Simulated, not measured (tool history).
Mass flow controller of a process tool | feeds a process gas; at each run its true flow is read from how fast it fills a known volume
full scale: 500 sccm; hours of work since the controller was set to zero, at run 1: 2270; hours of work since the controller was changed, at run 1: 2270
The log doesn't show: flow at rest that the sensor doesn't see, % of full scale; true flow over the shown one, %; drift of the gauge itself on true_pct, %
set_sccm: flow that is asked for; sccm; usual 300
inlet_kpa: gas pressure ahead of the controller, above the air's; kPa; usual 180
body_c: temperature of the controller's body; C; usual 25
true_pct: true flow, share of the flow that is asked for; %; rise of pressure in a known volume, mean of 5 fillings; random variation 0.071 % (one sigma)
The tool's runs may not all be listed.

run     day  set_sccm  inlet_kpa  body_c  hours of work since the controller was set to zero  hours of work since the controller was changed  true_pct
  1       0       300        180      25                                                2270                                            2270    100.26
  2   3.996       300        180      25                                                2334                                            2334    100.23
  3   8.179       300        180      25                                                2402                                            2402    100.38
  4    11.4       300        180      25                                                2454                                            2454    100.26
  5  13.175       300        180      22                                                2482                                            2482    100.76
     13.371  -- controller's zero set anew
  6  14.996       300        180      22                                                  26                                            2511    100.79
  7  17.854       300        180      25                                                  72                                            2557    100.44
  8  21.375        97        180      25                                                 129                                            2614     101.4
  9  24.262       300        237      25                                                 176                                            2661    100.83
 10  27.808       300        237      25                                                 233                                            2718    100.84
 11  29.929       300        237      25                                                 267                                            2752       101
 12  34.117       300        237      25                                                 334                                            2819    100.87
     37.238  -- controller's zero set anew, once more
 13  37.596        89        237      25                                                   6                                            2875    100.42

Forecast each of these 3 alternatives for the next run:
  A  39.467        90        247      34                                                  36                                            2905         ?
  B  39.467       131        180      21                                                  36                                            2905         ?
  C  39.467       146        175      20                                                  36                                            2905         ?

run  true_pct
  A      99.3
  B     100.5
  C    100.53
Without the tool's hidden state the same runs would have given:
run  true_pct
  A     98.78
  B    100.04
  C    100.09

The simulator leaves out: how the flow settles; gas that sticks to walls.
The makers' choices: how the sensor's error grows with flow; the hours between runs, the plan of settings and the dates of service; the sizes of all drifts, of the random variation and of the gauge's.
